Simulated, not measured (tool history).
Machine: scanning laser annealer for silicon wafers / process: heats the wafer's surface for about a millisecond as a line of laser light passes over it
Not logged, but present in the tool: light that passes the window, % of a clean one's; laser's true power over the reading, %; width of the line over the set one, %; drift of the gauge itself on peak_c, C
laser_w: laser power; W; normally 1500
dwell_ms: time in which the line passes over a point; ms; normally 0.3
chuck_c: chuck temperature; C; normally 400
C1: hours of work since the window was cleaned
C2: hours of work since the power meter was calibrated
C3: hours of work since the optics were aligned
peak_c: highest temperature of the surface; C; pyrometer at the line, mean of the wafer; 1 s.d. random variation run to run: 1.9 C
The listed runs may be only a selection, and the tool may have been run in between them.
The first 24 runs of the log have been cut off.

At hour 681.7: window over the wafer cleaned.
Run 25, hour 711.6: usual settings but laser_w 1358 W, dwell_ms 0.237 ms, chuck_c 368 C; C1 16; C2 934; C3 581. Result: peak_c 958 C.
Run 26, hour 736.9: usual settings but laser_w 1467 W, dwell_ms 0.237 ms, chuck_c 390 C; C1 30; C2 948; C3 594. Result: peak_c 1040 C.
Run 27, hour 754.8: usual settings but laser_w 1467 W, dwell_ms 0.237 ms, chuck_c 390 C; C1 40; C2 958; C3 604. Result: peak_c 1039 C.
Run 28, hour 773.8: usual settings but laser_w 1291 W, dwell_ms 0.328 ms, chuck_c 364 C; C1 50; C2 968; C3 615. Result: peak_c 1021 C.
Run 29, hour 803.5: usual settings but laser_w 1472 W, dwell_ms 0.331 ms, chuck_c 410 C; C1 66; C2 984; C3 631. Result: peak_c 1189 C.
Run 30, hour 832: usual settings but laser_w 1477 W, dwell_ms 0.331 ms, chuck_c 379 C; C1 82; C2 1000; C3 646. Result: peak_c 1160 C.
Run 31, hour 865.4: usual settings but laser_w 1477 W, dwell_ms 0.331 ms, chuck_c 379 C; C1 100; C2 1018; C3 665. Result: peak_c 1162 C.
At hour 884: window over the wafer cleaned, once more.
Run 32, hour 906.1: usual settings but laser_w 1477 W, dwell_ms 0.331 ms, chuck_c 379 C; C1 12; C2 1039; C3 686. Result: peak_c 1188 C.
Run 33, hour 924.7: usual settings but laser_w 1587 W, dwell_ms 0.279 ms, chuck_c 361 C; C1 22; C2 1049; C3 696. Result: peak_c 1166 C.
Run 34, hour 944.3: usual settings but laser_w 1489 W, dwell_ms 0.303 ms, chuck_c 384 C; C1 33; C2 1060; C3 706. Result: peak_c 1161 C.
Run 35, hour 964.1: usual settings but laser_w 1631 W; C1 44; C2 1071; C3 717. Result: peak_c 1263 C.
Run 36, hour 984.7: usual settings but laser_w 1439 W, dwell_ms 0.279 ms, chuck_c 401 C; C1 55; C2 1082; C3 728. Result: peak_c 1114 C.

Below are 4 alternative next runs, each starting from the tool's condition after run 36. Predict each:
Run A, hour 1002.4: usual settings but laser_w 1606 W, dwell_ms 0.293 ms, chuck_c 401 C; C1 65; C2 1091; C3 738. Result: peak_c ?.
Run B, hour 1002.4: usual settings but dwell_ms 0.348 ms, chuck_c 401 C; C1 65; C2 1091; C3 738. Result: peak_c ?.
Run C, hour 1002.4: usual settings but laser_w 1294 W, dwell_ms 0.374 ms, chuck_c 423 C; C1 65; C2 1091; C3 738. Result: peak_c ?.
Run D, hour 1002.4: usual settings but dwell_ms 0.248 ms; C1 65; C2 1091; C3 738. Result: peak_c ?.

run  peak_c
  A    1239
  B    1241
  C    1150
  D    1102
With the hidden condition removed and each run's random variation left untouched, the same runs would have given:
run  peak_c
  A    1255
  B    1257
  C    1164
  D    1115
